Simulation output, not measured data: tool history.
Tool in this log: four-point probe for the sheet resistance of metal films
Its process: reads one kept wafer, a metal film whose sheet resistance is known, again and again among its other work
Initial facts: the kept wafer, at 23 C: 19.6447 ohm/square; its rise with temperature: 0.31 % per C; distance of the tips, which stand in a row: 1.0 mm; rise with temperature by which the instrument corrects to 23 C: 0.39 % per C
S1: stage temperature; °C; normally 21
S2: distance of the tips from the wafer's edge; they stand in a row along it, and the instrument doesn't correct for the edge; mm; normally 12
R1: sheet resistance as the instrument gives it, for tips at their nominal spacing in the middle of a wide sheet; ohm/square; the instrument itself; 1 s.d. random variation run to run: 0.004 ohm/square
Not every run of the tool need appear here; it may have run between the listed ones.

run   hour  S1  S2         R1
  1      0  21  12  19.742345
  2    9.1  21  12  19.744476
  3   16.7  22  12  19.725671
  4   33.4  22  12  19.733419
  5   46.9  22  12  19.732267
  6   63.8  21  12  19.747055
  7   72.3  21  12  19.741309
  8   82.1  21  12  19.753972
  9   97.2  21  12  19.752213
 10  112.2  21  12  19.747756
 11  122.2  21  12  19.753257
 12  139.3  21  12  19.754989
 13  148.3  21  12  19.759056
 14  162.9  21  12  19.754355
 15  179.1  21  12  19.761864
 16  194.8  21  12  19.761957
 17    207  21  45  19.691745
 18  219.3  21  45  19.694287
 19  228.4  27  12  19.672016
 20  236.7  27  12  19.670545
 21    245  27  12  19.672675
 22  261.6  27  12  19.670834
 23  275.8  18  12  19.822017
 24  289.4  18  17  19.781623
 25  297.9  18  17  19.784451
 26  305.4  18   7  19.961193
 27  319.5  27  33  19.615666
 28  330.8  32  33  19.534023
 29  347.8  30   8  19.721401
 30  356.8  23   9  19.796989
 31  368.1  20  18  19.753247

Predict the results of run 32:
 32  385.3  20  18   ?

{"run 32": {"R1": 19.749874}}
Without the tool's hidden state the same run would have given R1 19.722679 ohm/square.
